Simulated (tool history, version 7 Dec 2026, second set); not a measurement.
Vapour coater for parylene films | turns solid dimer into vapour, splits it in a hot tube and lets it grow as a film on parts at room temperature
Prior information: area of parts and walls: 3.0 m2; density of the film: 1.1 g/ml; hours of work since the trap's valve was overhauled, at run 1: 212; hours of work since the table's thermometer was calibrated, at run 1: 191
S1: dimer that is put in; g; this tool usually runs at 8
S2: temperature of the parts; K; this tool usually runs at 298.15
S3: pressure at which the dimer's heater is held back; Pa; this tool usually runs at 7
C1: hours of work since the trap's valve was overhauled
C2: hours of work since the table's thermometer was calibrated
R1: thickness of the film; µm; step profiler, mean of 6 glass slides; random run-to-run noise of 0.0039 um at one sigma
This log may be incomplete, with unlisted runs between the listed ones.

run,hour,S1,S2,S3,C1,C2,R1
1,0,8,298.15,7,212,191,1.682
2,14.2,8,298.15,7,224,203,1.697
3,27.2,8,298.15,7,235,214,1.696
4,37.6,6,298.15,7,244,223,1.272
5,47.9,6,298.15,7,253,232,1.277
6,60,6,298.15,7,264,243,1.28
7,69.9,6,298.15,7,273,252,1.279
8,88,6,298.15,7,288,267,1.284
9,106.1,8,298.15,7,304,283,1.705
10,126.4,8,298.15,7,322,301,1.709
11,135.5,8,298.15,7,330,309,1.709
12,154.9,8,292.15,7,347,326,2.09
13,167.2,8,292.15,7,358,337,2.102
14,178.4,8,298.15,7,367,346,1.722
15,196.3,8,298.15,7,383,362,1.722
16,212.2,8,290.15,7,397,376,2.241
17,226.1,8,290.15,7,409,388,2.252
18,239.8,8,290.15,7,421,400,2.251
19,250.1,8,290.15,7,430,409,2.257
20,259,8,290.15,7,438,417,2.259
21,274.2,8,298.15,7,451,430,1.734
22,291.9,8,298.15,7,467,446,1.728
23,306.1,8,298.15,7,479,458,1.734
# hour 318: gauge calibrated
24,326.2,8,298.15,2.71,497,476,2.055
25,344.2,8,291.15,2.71,512,491,2.373
26,361.8,8,291.15,2.71,528,507,2.389
27,373.2,5,295.15,3.74,538,517,1.328
28,383.3,5,291.15,2.89,547,526,1.489
29,398,10,295.15,2.86,559,538,2.821
30,407.5,10,295.15,2.86,568,547,2.83
# hour 422.3: trap's valve overhauled
31,428.8,4,293.15,2.86,6,562,1.201
32,445.2,8,298.15,5.61,20,576,1.793
33,456.4,8,298.15,2.32,30,586,2.149
34,466.4,4,291.15,7,39,595,1.082
35,482.9,4,305.15,7,53,609,0.681
36,492,4,305.15,7,61,617,0.677
37,509.6,4,296.15,3.22,76,632,1.081
38,524.8,10,309.15,7.63,90,646,1.458
39,534.4,11,300.15,3.57,98,654,2.549
40,549.2,8,298.15,2.13,111,667,2.202
41,568.8,8,298.15,2.13,128,684,2.207
42,586.2,8,298.15,2.13,143,699,2.207
43,595.1,8,294.15,10.21,151,707,1.828

Predict the results of run 44:
44,603.6,8,296.15,7.76,158,714,?

{"run 44": {"R1": 1.81}}
Were there no unlogged condition in the tool, this run, its random variation unchanged, would have produced R1 1.768 µm.

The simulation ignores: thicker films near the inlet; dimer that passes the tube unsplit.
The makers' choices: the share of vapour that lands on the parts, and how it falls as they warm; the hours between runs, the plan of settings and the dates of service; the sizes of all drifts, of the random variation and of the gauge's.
